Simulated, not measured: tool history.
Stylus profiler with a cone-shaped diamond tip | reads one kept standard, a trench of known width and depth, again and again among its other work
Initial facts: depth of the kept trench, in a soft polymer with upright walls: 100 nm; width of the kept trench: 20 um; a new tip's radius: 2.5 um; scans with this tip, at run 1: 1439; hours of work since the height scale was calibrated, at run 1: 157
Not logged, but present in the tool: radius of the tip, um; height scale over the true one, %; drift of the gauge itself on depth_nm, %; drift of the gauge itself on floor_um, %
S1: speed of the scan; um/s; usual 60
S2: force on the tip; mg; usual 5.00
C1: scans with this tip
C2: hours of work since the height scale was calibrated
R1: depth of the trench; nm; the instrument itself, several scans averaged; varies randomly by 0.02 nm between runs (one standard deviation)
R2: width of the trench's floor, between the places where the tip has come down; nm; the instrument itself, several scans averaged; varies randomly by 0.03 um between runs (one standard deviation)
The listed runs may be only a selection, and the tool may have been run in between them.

| run | hour | S1 | S2 | C1 | C2 | R1 | R2 |
|---|---|---|---|---|---|---|---|
| 1 | 0.0 | 60 | 5.00 | 1439 | 157 | 101.48 | 18340 |
| 2 | 23.4 | 60 | 5.00 | 1608 | 175 | 101.45 | 18320 |
| 3 | 39.6 | 60 | 5.00 | 1725 | 188 | 101.49 | 18330 |
| 4 | 58.6 | 86 | 5.00 | 1863 | 203 | 101.48 | 18280 |
| 5 | 79.8 | 86 | 5.00 | 2017 | 220 | 101.45 | 18300 |
| 6 | 94.0 | 60 | 7.08 | 2120 | 231 | 101.83 | 18410 |
| 7 | 114.8 | 60 | 7.27 | 2271 | 248 | 101.89 | 18290 |
| 8 | 129.6 | 52 | 7.27 | 2377 | 259 | 101.90 | 18370 |
| 9 | 158.3 | 59 | 5.00 | 2585 | 282 | 101.46 | 18340 |
| 10 | 178.4 | 59 | 2.63 | 2731 | 298 | 100.94 | 18260 |
| 11 | 194.5 | 30 | 2.63 | 2848 | 311 | 100.92 | 18340 |
| 12 | 217.3 | 30 | 2.63 | 3013 | 329 | 100.91 | 18370 |
| 13 | 239.5 | 30 | 2.63 | 3174 | 346 | 100.92 | 18330 |
| 14 | 262.5 | 60 | 5.00 | 3340 | 364 | 101.44 | 18300 |
| 15 | 279.8 | 23 | 2.22 | 3466 | 378 | 100.83 | 18370 |
| 16 | 308.8 | 60 | 12.42 | 3676 | 401 | 102.67 | 18290 |
| 17 | 330.5 | 53 | 4.48 | 3833 | 418 | 101.33 | 18330 |
| 18 | 347.2 | 62 | 14.83 | 3954 | 431 | 103.03 | 18340 |
| 19 | 364.9 | 62 | 14.83 | 4082 | 445 | 103.02 | 18400 |
| 20 | 395.7 | 62 | 14.83 | 4305 | 469 | 103.00 | 18250 |
| 21 | 426.0 | 62 | 14.83 | 4525 | 493 | 103.05 | 18280 |
| 22 | 458.2 | 23 | 2.57 | 4758 | 519 | 100.89 | 18330 |
| 23 | 477.7 | 45 | 2.50 | 4899 | 534 | 100.82 | 18270 |
| 24 | 494.2 | 89 | 3.12 | 5019 | 547 | 100.98 | 18110 |
| 25 | 507.9 | 84 | 8.44 | 5118 | 558 | 102.03 | 18200 |
| 26 | 526.8 | 54 | 3.78 | 5255 | 573 | 101.16 | 18280 |
| 27 | 559.4 | 54 | 3.78 | 5491 | 599 | 101.13 | 18200 |

How would selected steps in R1 from run to run divide? Give the signed amount a tool lacking its hidden state would still show from settings, what came in and random variation, and the signed amount left for the hidden state, including any gauge scatter that is not in both of the compared results.
Run 1 -> 2: no setting touched and nothing written in the log between the runs. R1 -0.03 nm: hidden state -0.01, all else -0.02.
Run 2 -> 3: no setting touched and nothing written in the log between the runs. R1 +0.04 nm: hidden state -0.01, all else +0.05.
Run 15 -> 16: S1 23 -> 60, S2 2.22 -> 12.42. R1 +1.84 nm: hidden state +0.00, all else +1.84.
Run 21 -> 22: S1 62 -> 23, S2 14.83 -> 2.57. R1 -2.16 nm: hidden state +0.00, all else -2.16.
